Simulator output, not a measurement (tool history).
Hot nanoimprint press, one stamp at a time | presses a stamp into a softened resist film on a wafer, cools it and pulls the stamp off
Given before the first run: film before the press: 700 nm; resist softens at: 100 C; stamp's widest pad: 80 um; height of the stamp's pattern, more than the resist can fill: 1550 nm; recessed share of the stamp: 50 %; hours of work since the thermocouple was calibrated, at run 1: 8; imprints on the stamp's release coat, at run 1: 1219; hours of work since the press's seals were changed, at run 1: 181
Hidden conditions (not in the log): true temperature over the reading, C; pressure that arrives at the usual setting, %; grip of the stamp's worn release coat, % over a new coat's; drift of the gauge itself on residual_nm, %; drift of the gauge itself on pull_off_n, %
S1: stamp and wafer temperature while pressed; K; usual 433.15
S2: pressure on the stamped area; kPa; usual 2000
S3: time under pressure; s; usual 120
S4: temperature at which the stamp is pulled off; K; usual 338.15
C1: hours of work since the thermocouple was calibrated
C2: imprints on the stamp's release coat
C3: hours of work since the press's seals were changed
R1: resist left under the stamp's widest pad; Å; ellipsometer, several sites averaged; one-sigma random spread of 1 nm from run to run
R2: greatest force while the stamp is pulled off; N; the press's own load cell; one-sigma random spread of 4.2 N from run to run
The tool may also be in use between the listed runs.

run	hour	S1	S2	S3	S4	C1	C2	C3	R1	R2
1	0	433.15	2000	120	338.15	8	1219	181	3410	321
2	10.8	433.15	2000	120	338.15	16	1249	190	3405	319
3	26.9	433.15	2000	120	338.15	28	1293	202	3431	335
4	35.7	433.15	2000	120	338.15	35	1317	209	3423	337
5	47.8	433.15	2000	120	338.15	44	1350	218	3404	338
6	61.2	433.15	2000	120	338.15	54	1386	228	3395	337
7	80.1	433.15	2000	120	338.15	69	1438	242	3412	340
8	99.1	433.15	2000	120	338.15	83	1490	257	3393	358
9	116	433.15	1550	120	338.15	96	1536	270	3773	349
10	132.7	433.15	2000	120	338.15	109	1582	282	3390	361
11	142.5	433.15	2000	120	338.15	116	1609	290	3378	359
12	159.7	433.15	2000	120	338.15	129	1656	303	3360	358
13	170.8	433.15	2000	120	338.15	138	1686	311	3368	357
14	179.9	433.15	2000	120	338.15	145	1711	318	3350	367
15	197.3	433.15	2000	73	338.15	158	1759	332	3982	372
16	209.9	433.15	2000	137	330.15	168	1793	341	3198	414
17	227.4	433.15	1840	215	338.15	181	1841	354	2801	388
18	238.7	433.15	2000	113	342.15	189	1872	363	3413	377
19	251.7	433.15	2000	113	340.15	199	1908	373	3409	390
20	260.7	433.15	2000	113	340.15	206	1932	380	3392	380
21	271	433.15	2000	113	340.15	214	1960	387	3428	398
22	289.6	433.15	2000	141	325.15	228	2011	402	3128	464
23	297.7	433.15	2000	141	325.15	234	2033	408	3141	436
24	310.9	433.15	2000	141	325.15	244	2069	418	3136	458
25	323.6	443.15	1420	220	323.15	254	2104	427	2206	450
# hour 336.7: stamp cleaned and given a new release coat
26	345.1	443.15	1420	220	323.15	266	23	439	2205	227
27	356	443.15	1420	220	323.15	274	53	448	2190	242
28	368.9	443.15	1420	220	323.15	284	88	457	2189	239
29	377.1	444.15	1420	220	343.15	290	110	464	2119	209

Predict each of these 3 candidate next runs independently; none follows another, all start after run 29:
A	392.4	436.15	1400	84	343.15	302	152	475	?	?
B	392.4	438.15	1360	70	343.15	302	152	475	?	?
C	392.4	444.15	2260	85	343.15	302	152	475	?	?

run	R1	R2
A	3939	209
B	4008	206
C	2503	211
Had the tool no hidden state, the same runs would have come out as:
run	R1	R2
A	4049	199
B	4115	196
C	2567	201

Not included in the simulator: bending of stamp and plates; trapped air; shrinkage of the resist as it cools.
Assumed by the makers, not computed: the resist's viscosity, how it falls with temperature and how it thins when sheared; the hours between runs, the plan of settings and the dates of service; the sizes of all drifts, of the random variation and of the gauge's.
